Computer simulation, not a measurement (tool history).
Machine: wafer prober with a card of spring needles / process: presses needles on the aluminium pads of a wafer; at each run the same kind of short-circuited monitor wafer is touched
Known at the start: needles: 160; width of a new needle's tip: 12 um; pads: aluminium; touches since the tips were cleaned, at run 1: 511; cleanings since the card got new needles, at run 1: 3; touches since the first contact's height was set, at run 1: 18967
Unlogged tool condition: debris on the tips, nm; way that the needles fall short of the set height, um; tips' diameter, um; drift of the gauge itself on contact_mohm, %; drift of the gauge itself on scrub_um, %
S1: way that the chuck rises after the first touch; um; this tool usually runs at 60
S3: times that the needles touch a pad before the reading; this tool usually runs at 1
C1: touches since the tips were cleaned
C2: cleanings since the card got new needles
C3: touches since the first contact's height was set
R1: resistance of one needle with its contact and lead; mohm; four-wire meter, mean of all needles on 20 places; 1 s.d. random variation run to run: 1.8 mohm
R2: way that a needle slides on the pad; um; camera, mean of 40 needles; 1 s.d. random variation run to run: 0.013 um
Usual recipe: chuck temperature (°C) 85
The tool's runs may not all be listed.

{"run": 1, "hour": 0.0, "S1": 60, "chuck temperature (°C)": 85, "S3": 1, "C1": 511, "C2": 3, "C3": 18967, "R1": 217, "R2": 12.85}
{"hour": 6.9, "done": "tips cleaned on abrasive film"}
{"run": 2, "hour": 11.6, "S1": 45, "chuck temperature (°C)": 85, "S3": 1, "C1": 3595, "C2": 4, "C3": 27813, "R1": 374, "R2": 9.6}
{"hour": 14.4, "done": "tips cleaned on abrasive film"}
{"hour": 21.5, "done": "tips cleaned on abrasive film"}
{"hour": 28.6, "done": "tips cleaned on abrasive film"}
{"run": 3, "hour": 31.7, "S1": 45, "chuck temperature (°C)": 85, "S3": 1, "C1": 2408, "C2": 7, "C3": 43136, "R1": 316, "R2": 9.55}
{"hour": 36.5, "done": "tips cleaned on abrasive film"}
{"hour": 44.0, "done": "tips cleaned on abrasive film"}
{"run": 4, "hour": 48.7, "S1": 45, "chuck temperature (°C)": 85, "S3": 1, "C1": 3659, "C2": 9, "C3": 56110, "R1": 368, "R2": 9.5}
{"hour": 52.1, "done": "tips cleaned on abrasive film"}
{"hour": 57.2, "done": "height of the first contact set anew"}
{"hour": 60.0, "done": "tips cleaned on abrasive film"}
{"run": 5, "hour": 63.8, "S1": 45, "chuck temperature (°C)": 85, "S3": 2, "C1": 2900, "C2": 11, "C3": 5028, "R1": 282, "R2": 9.65}
{"hour": 67.7, "done": "tips cleaned on abrasive film"}
{"hour": 75.6, "done": "tips cleaned on abrasive film"}
{"hour": 83.4, "done": "tips cleaned on abrasive film"}
{"run": 6, "hour": 87.7, "S1": 45, "chuck temperature (°C)": 85, "S3": 2, "C1": 3361, "C2": 14, "C3": 23289, "R1": 279, "R2": 9.55}
{"hour": 91.2, "done": "tips cleaned on abrasive film"}
{"hour": 98.2, "done": "tips cleaned on abrasive film"}
{"run": 7, "hour": 100.9, "S1": 60, "chuck temperature (°C)": 34, "S3": 1, "C1": 2074, "C2": 16, "C3": 33262, "R1": 255, "R2": 12.8}
{"hour": 105.3, "done": "tips cleaned on abrasive film"}
{"hour": 113.0, "done": "tips cleaned on abrasive film"}
{"hour": 120.9, "done": "tips cleaned on abrasive film"}
{"run": 8, "hour": 123.7, "S1": 60, "chuck temperature (°C)": 85, "S3": 1, "C1": 2155, "C2": 19, "C3": 50637, "R1": 267, "R2": 12.72}
{"hour": 129.3, "done": "tips cleaned on abrasive film"}
{"hour": 137.6, "done": "tips cleaned on abrasive film"}
{"hour": 139.5, "done": "height of the first contact set anew"}
{"run": 9, "hour": 139.5, "S1": 60, "chuck temperature (°C)": 85, "S3": 1, "C1": 1262, "C2": 21, "C3": 0, "R1": 234, "R2": 12.91}
{"hour": 145.3, "done": "tips cleaned on abrasive film"}
{"hour": 153.4, "done": "tips cleaned on abrasive film"}
{"run": 10, "hour": 159.5, "S1": 60, "chuck temperature (°C)": 56, "S3": 1, "C1": 4710, "C2": 23, "C3": 15287, "R1": 308, "R2": 12.87}
{"hour": 161.3, "done": "tips cleaned on abrasive film"}
{"hour": 168.3, "done": "tips cleaned on abrasive film"}
{"hour": 176.0, "done": "tips cleaned on abrasive film"}
{"run": 11, "hour": 182.0, "S1": 60, "chuck temperature (°C)": 85, "S3": 1, "C1": 4576, "C2": 26, "C3": 32365, "R1": 305, "R2": 12.8}
{"hour": 183.7, "done": "tips cleaned on abrasive film"}
{"hour": 190.9, "done": "tips cleaned on abrasive film"}
{"hour": 199.2, "done": "tips cleaned on abrasive film"}
{"run": 12, "hour": 204.1, "S1": 60, "chuck temperature (°C)": 85, "S3": 1, "C1": 3786, "C2": 29, "C3": 49188, "R1": 304, "R2": 12.75}
{"hour": 206.9, "done": "tips cleaned on abrasive film"}
{"hour": 214.2, "done": "tips cleaned on abrasive film"}
{"hour": 222.0, "done": "tips cleaned on abrasive film"}
{"hour": 222.3, "done": "height of the first contact set anew"}
{"run": 13, "hour": 227.1, "S1": 60, "chuck temperature (°C)": 85, "S3": 1, "C1": 3709, "C2": 32, "C3": 3709, "R1": 292, "R2": 12.88}
{"hour": 230.3, "done": "tips cleaned on abrasive film"}
{"hour": 237.5, "done": "tips cleaned on abrasive film"}
{"run": 14, "hour": 239.1, "S1": 75, "chuck temperature (°C)": 85, "S3": 2, "C1": 1282, "C2": 34, "C3": 12857, "R1": 195, "R2": 16.07}
{"hour": 244.8, "done": "tips cleaned on abrasive film"}
{"run": 15, "hour": 249.9, "S1": 67, "chuck temperature (°C)": 37, "S3": 1, "C1": 3930, "C2": 35, "C3": 21085, "R1": 276, "R2": 14.34}
{"hour": 252.8, "done": "tips cleaned on abrasive film"}
{"hour": 260.5, "done": "tips cleaned on abrasive film"}
{"hour": 268.2, "done": "tips cleaned on abrasive film"}
{"run": 16, "hour": 270.3, "S1": 67, "chuck temperature (°C)": 26, "S3": 1, "C1": 1575, "C2": 38, "C3": 36566, "R1": 224, "R2": 14.27}
{"hour": 276.7, "done": "tips cleaned on abrasive film"}
{"hour": 284.1, "done": "tips cleaned on abrasive film"}
{"run": 17, "hour": 286.8, "S1": 67, "chuck temperature (°C)": 62, "S3": 1, "C1": 2061, "C2": 40, "C3": 49136, "R1": 249, "R2": 14.24}
{"hour": 291.2, "done": "tips cleaned on abrasive film"}
{"hour": 299.2, "done": "tips cleaned on abrasive film"}
{"run": 18, "hour": 300.5, "S1": 67, "chuck temperature (°C)": 62, "S3": 2, "C1": 1017, "C2": 42, "C3": 59573, "R1": 201, "R2": 14.22}
{"hour": 304.0, "done": "height of the first contact set anew"}
{"hour": 307.0, "done": "tips cleaned on abrasive film"}
{"run": 19, "hour": 312.7, "S1": 67, "chuck temperature (°C)": 97, "S3": 2, "C1": 4369, "C2": 43, "C3": 6668, "R1": 247, "R2": 14.35}
{"hour": 314.5, "done": "tips cleaned on abrasive film"}
{"hour": 322.2, "done": "tips cleaned on abrasive film"}
{"run": 20, "hour": 324.2, "S1": 56, "chuck temperature (°C)": 64, "S3": 2, "C1": 1600, "C2": 45, "C3": 15407, "R1": 236, "R2": 11.97}
{"hour": 329.4, "done": "tips cleaned on abrasive film"}
{"hour": 336.6, "done": "tips cleaned on abrasive film"}
{"run": 21, "hour": 338.6, "S1": 56, "chuck temperature (°C)": 64, "S3": 2, "C1": 1547, "C2": 47, "C3": 26367, "R1": 234, "R2": 11.95}
{"hour": 345.0, "done": "tips cleaned on abrasive film"}
{"hour": 352.5, "done": "tips cleaned on abrasive film"}
{"run": 22, "hour": 355.0, "S1": 49, "chuck temperature (°C)": 64, "S3": 2, "C1": 1895, "C2": 49, "C3": 38798, "R1": 256, "R2": 10.4}
{"hour": 360.5, "done": "tips cleaned on abrasive film"}
{"hour": 368.2, "done": "tips cleaned on abrasive film"}
{"hour": 376.7, "done": "tips cleaned on abrasive film"}
{"run": 23, "hour": 379.2, "S1": 49, "chuck temperature (°C)": 64, "S3": 2, "C1": 1970, "C2": 52, "C3": 57286, "R1": 262, "R2": 10.33}
{"hour": 384.2, "done": "tips cleaned on abrasive film"}
{"hour": 386.2, "done": "height of the first contact set anew"}
{"run": 24, "hour": 390.4, "S1": 49, "chuck temperature (°C)": 64, "S3": 2, "C1": 4536, "C2": 53, "C3": 3252, "R1": 309, "R2": 10.53}
{"hour": 391.5, "done": "tips cleaned on abrasive film"}
{"hour": 398.9, "done": "tips cleaned on abrasive film"}
{"hour": 406.9, "done": "tips cleaned on abrasive film"}
{"run": 25, "hour": 410.3, "S1": 79, "chuck temperature (°C)": 32, "S3": 3, "C1": 2634, "C2": 56, "C3": 18391, "R1": 189, "R2": 16.9}
{"hour": 414.8, "done": "tips cleaned on abrasive film"}
{"run": 26, "hour": 421.2, "S1": 79, "chuck temperature (°C)": 32, "S3": 3, "C1": 4935, "C2": 57, "C3": 26745, "R1": 204, "R2": 16.91}

Entry by entry between the runs, the difference in hidden state between the last listed run before and the first listed run after:
From run 1 to run 2: tips cleaned on abrasive film (hour 6.9)
  debris on the tips, nm: 34 -> 112.4; way that the needles fall short of the set height, um: 0.25 -> 0.31; tips' diameter, um: 12.09 -> 12.11
  measured result minus the result with no hidden state, R1: +34 -> +184 mohm; R2: -0.05 -> -0.07 um
From run 2 to run 3: tips cleaned on abrasive film (hour 14.4); tips cleaned on abrasive film (hour 21.5); tips cleaned on abrasive film (hour 28.6)
  debris on the tips, nm: 112.4 -> 79.3; way that the needles fall short of the set height, um: 0.31 -> 0.55; tips' diameter, um: 12.11 -> 12.19
  measured result minus the result with no hidden state, R1: +184 -> +130 mohm; R2: -0.07 -> -0.12 um
From run 3 to run 4: tips cleaned on abrasive film (hour 36.5); tips cleaned on abrasive film (hour 44.0)
  debris on the tips, nm: 79.3 -> 106; way that the needles fall short of the set height, um: 0.55 -> 0.72; tips' diameter, um: 12.19 -> 12.25
  measured result minus the result with no hidden state, R1: +130 -> +179 mohm; R2: -0.12 -> -0.16 um
From run 4 to run 5: tips cleaned on abrasive film (hour 52.1); height of the first contact set anew (hour 57.2); tips cleaned on abrasive film (hour 60.0)
  debris on the tips, nm: 106 -> 91.8; way that the needles fall short of the set height, um: 0.72 -> 0.08; tips' diameter, um: 12.25 -> 12.31
  measured result minus the result with no hidden state, R1: +179 -> +92 mohm; R2: -0.16 -> -0.02 um
From run 5 to run 6: tips cleaned on abrasive film (hour 67.7); tips cleaned on abrasive film (hour 75.6); tips cleaned on abrasive film (hour 83.4)
  debris on the tips, nm: 91.8 -> 90.4; way that the needles fall short of the set height, um: 0.08 -> 0.37; tips' diameter, um: 12.31 -> 12.41
  measured result minus the result with no hidden state, R1: +92 -> +92 mohm; R2: -0.02 -> -0.08 um
From run 6 to run 7: tips cleaned on abrasive film (hour 91.2); tips cleaned on abrasive film (hour 98.2)
  debris on the tips, nm: 90.4 -> 74.7; way that the needles fall short of the set height, um: 0.37 -> 0.55; tips' diameter, um: 12.41 -> 12.48
  measured result minus the result with no hidden state, R1: +92 -> +83 mohm; R2: -0.08 -> -0.12 um
From run 7 to run 8: tips cleaned on abrasive film (hour 105.3); tips cleaned on abrasive film (hour 113.0); tips cleaned on abrasive film (hour 120.9)
  debris on the tips, nm: 74.7 -> 80.5; way that the needles fall short of the set height, um: 0.55 -> 0.79; tips' diameter, um: 12.48 -> 12.56
  measured result minus the result with no hidden state, R1: +83 -> +85 mohm; R2: -0.12 -> -0.17 um
From run 8 to run 9: tips cleaned on abrasive film (hour 129.3); tips cleaned on abrasive film (hour 137.6); height of the first contact set anew (hour 139.5)
  debris on the tips, nm: 80.5 -> 54.4; way that the needles fall short of the set height, um: 0.79 -> 0; tips' diameter, um: 12.56 -> 12.63
  measured result minus the result with no hidden state, R1: +85 -> +56 mohm; R2: -0.17 -> +0.00 um
From run 9 to run 10: tips cleaned on abrasive film (hour 145.3); tips cleaned on abrasive film (hour 153.4)
  debris on the tips, nm: 54.4 -> 124.7; way that the needles fall short of the set height, um: 0 -> 0.13; tips' diameter, um: 12.63 -> 12.67
  measured result minus the result with no hidden state, R1: +56 -> +134 mohm; R2: +0.00 -> -0.03 um
From run 10 to run 11: tips cleaned on abrasive film (hour 161.3); tips cleaned on abrasive film (hour 168.3); tips cleaned on abrasive film (hour 176.0)
  debris on the tips, nm: 124.7 -> 118.3; way that the needles fall short of the set height, um: 0.13 -> 0.39; tips' diameter, um: 12.67 -> 12.76
  measured result minus the result with no hidden state, R1: +134 -> +125 mohm; R2: -0.03 -> -0.08 um
From run 11 to run 12: tips cleaned on abrasive film (hour 183.7); tips cleaned on abrasive film (hour 190.9); tips cleaned on abrasive film (hour 199.2)
  debris on the tips, nm: 118.3 -> 112.1; way that the needles fall short of the set height, um: 0.39 -> 0.69; tips' diameter, um: 12.76 -> 12.87
  measured result minus the result with no hidden state, R1: +125 -> +123 mohm; R2: -0.08 -> -0.15 um
From run 12 to run 13: tips cleaned on abrasive film (hour 206.9); tips cleaned on abrasive film (hour 214.2); tips cleaned on abrasive film (hour 222.0); height of the first contact set anew (hour 222.3)
  debris on the tips, nm: 112.1 -> 104.2; way that the needles fall short of the set height, um: 0.69 -> 0; tips' diameter, um: 12.87 -> 12.97
  measured result minus the result with no hidden state, R1: +123 -> +112 mohm; R2: -0.15 -> +0.00 um
From run 13 to run 14: tips cleaned on abrasive film (hour 230.3); tips cleaned on abrasive film (hour 237.5)
  debris on the tips, nm: 104.2 -> 46.5; way that the needles fall short of the set height, um: 0 -> 0.21; tips' diameter, um: 12.97 -> 13.04
  measured result minus the result with no hidden state, R1: +112 -> +21 mohm; R2: +0.00 -> -0.05 um
From run 14 to run 15: tips cleaned on abrasive film (hour 244.8)
  debris on the tips, nm: 46.5 -> 111.4; way that the needles fall short of the set height, um: 0.21 -> 0.3; tips' diameter, um: 13.04 -> 13.07
  measured result minus the result with no hidden state, R1: +21 -> +108 mohm; R2: -0.05 -> -0.06 um
From run 15 to run 16: tips cleaned on abrasive film (hour 252.8); tips cleaned on abrasive film (hour 260.5); tips cleaned on abrasive film (hour 268.2)
  debris on the tips, nm: 111.4 -> 60.3; way that the needles fall short of the set height, um: 0.3 -> 0.55; tips' diameter, um: 13.07 -> 13.16
  measured result minus the result with no hidden state, R1: +108 -> +61 mohm; R2: -0.06 -> -0.12 um
From run 16 to run 17: tips cleaned on abrasive film (hour 276.7); tips cleaned on abrasive film (hour 284.1)
  debris on the tips, nm: 60.3 -> 80.4; way that the needles fall short of the set height, um: 0.55 -> 0.75; tips' diameter, um: 13.16 -> 13.23
  measured result minus the result with no hidden state, R1: +61 -> +78 mohm; R2: -0.12 -> -0.16 um
From run 17 to run 18: tips cleaned on abrasive film (hour 291.2); tips cleaned on abrasive film (hour 299.2)
  debris on the tips, nm: 80.4 -> 48.1; way that the needles fall short of the set height, um: 0.75 -> 0.93; tips' diameter, um: 13.23 -> 13.29
  measured result minus the result with no hidden state, R1: +78 -> +30 mohm; R2: -0.16 -> -0.20 um
From run 18 to run 19: height of the first contact set anew (hour 304.0); tips cleaned on abrasive film (hour 307.0)
  debris on the tips, nm: 48.1 -> 116.8; way that the needles fall short of the set height, um: 0.93 -> 0.07; tips' diameter, um: 13.29 -> 13.32
  measured result minus the result with no hidden state, R1: +30 -> +65 mohm; R2: -0.20 -> -0.02 um
From run 19 to run 20: tips cleaned on abrasive film (hour 314.5); tips cleaned on abrasive film (hour 322.2)
  debris on the tips, nm: 116.8 -> 67.6; way that the needles fall short of the set height, um: 0.07 -> 0.26; tips' diameter, um: 13.32 -> 13.39
  measured result minus the result with no hidden state, R1: +65 -> +56 mohm; R2: -0.02 -> -0.06 um
From run 20 to run 21: tips cleaned on abrasive film (hour 329.4); tips cleaned on abrasive film (hour 336.6)
  debris on the tips, nm: 67.6 -> 66.2; way that the needles fall short of the set height, um: 0.26 -> 0.44; tips' diameter, um: 13.39 -> 13.45
  measured result minus the result with no hidden state, R1: +56 -> +56 mohm; R2: -0.06 -> -0.10 um
From run 21 to run 22: tips cleaned on abrasive film (hour 345.0); tips cleaned on abrasive film (hour 352.5)
  debris on the tips, nm: 66.2 -> 70.8; way that the needles fall short of the set height, um: 0.44 -> 0.6; tips' diameter, um: 13.45 -> 13.5
  measured result minus the result with no hidden state, R1: +56 -> +77 mohm; R2: -0.10 -> -0.13 um
From run 22 to run 23: tips cleaned on abrasive film (hour 360.5); tips cleaned on abrasive film (hour 368.2); tips cleaned on abrasive film (hour 376.7)
  debris on the tips, nm: 70.8 -> 73; way that the needles fall short of the set height, um: 0.6 -> 0.91; tips' diameter, um: 13.5 -> 13.61
  measured result minus the result with no hidden state, R1: +77 -> +81 mohm; R2: -0.13 -> -0.19 um
From run 23 to run 24: tips cleaned on abrasive film (hour 384.2); height of the first contact set anew (hour 386.2)
  debris on the tips, nm: 73 -> 119.6; way that the needles fall short of the set height, um: 0.91 -> 0; tips' diameter, um: 13.61 -> 13.64
  measured result minus the result with no hidden state, R1: +81 -> +127 mohm; R2: -0.19 -> +0.00 um
From run 24 to run 25: tips cleaned on abrasive film (hour 391.5); tips cleaned on abrasive film (hour 398.9); tips cleaned on abrasive film (hour 406.9)
  debris on the tips, nm: 119.6 -> 88.7; way that the needles fall short of the set height, um: 0 -> 0.3; tips' diameter, um: 13.64 -> 13.75
  measured result minus the result with no hidden state, R1: +127 -> +26 mohm; R2: +0.00 -> -0.06 um
From run 25 to run 26: tips cleaned on abrasive film (hour 414.8)
  debris on the tips, nm: 88.7 -> 131.3; way that the needles fall short of the set height, um: 0.3 -> 0.4; tips' diameter, um: 13.75 -> 13.78
  measured result minus the result with no hidden state, R1: +26 -> +39 mohm; R2: -0.06 -> -0.08 um

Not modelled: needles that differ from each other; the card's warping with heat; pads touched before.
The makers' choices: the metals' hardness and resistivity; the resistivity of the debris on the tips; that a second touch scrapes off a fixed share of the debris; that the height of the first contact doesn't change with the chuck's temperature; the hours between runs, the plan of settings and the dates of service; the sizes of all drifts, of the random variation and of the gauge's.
